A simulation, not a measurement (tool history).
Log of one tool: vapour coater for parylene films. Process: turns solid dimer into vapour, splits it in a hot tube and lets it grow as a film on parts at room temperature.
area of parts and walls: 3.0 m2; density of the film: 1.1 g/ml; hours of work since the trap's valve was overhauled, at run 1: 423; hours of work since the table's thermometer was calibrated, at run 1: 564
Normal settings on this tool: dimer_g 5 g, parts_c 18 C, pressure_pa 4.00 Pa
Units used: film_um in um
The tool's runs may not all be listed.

run	hour	dimer_g	parts_c	pressure_pa	hours of work since the trap's valve was overhauled	hours of work since the table's thermometer was calibrated	film_um
1	0.0	5	18	4.00	423	564	1.100
2	21.5	5	18	4.00	442	583	1.105
3	58.4	5	18	4.00	475	616	1.090
4	104.7	5	18	4.00	515	657	1.099
5	125.2	5	18	4.00	534	675	1.095
# hour 148.5: trap's valve overhauled
6	165.2	3	17	3.11	15	707	0.697
7	207.5	6	18	4.18	52	744	1.322
8	248.2	4	18	11.15	88	780	0.837
9	270.4	4	13	4.00	107	799	1.091
10	305.7	4	17	2.74	139	830	0.950

4 options for the next run, each taken on its own from the tool as it stands now. Forecast them:
A	338.5	5	14	7.35	167	859	?
B	338.5	4	11	2.74	167	859	?
C	338.5	5	28	4.00	167	859	?
D	338.5	4	17	2.74	167	859	?

run	film_um
A	1.263
B	1.198
C	0.729
D	0.945
Had the tool no hidden state, the same runs would have come out as:
run	film_um
A	1.253
B	1.188
C	0.724
D	0.937
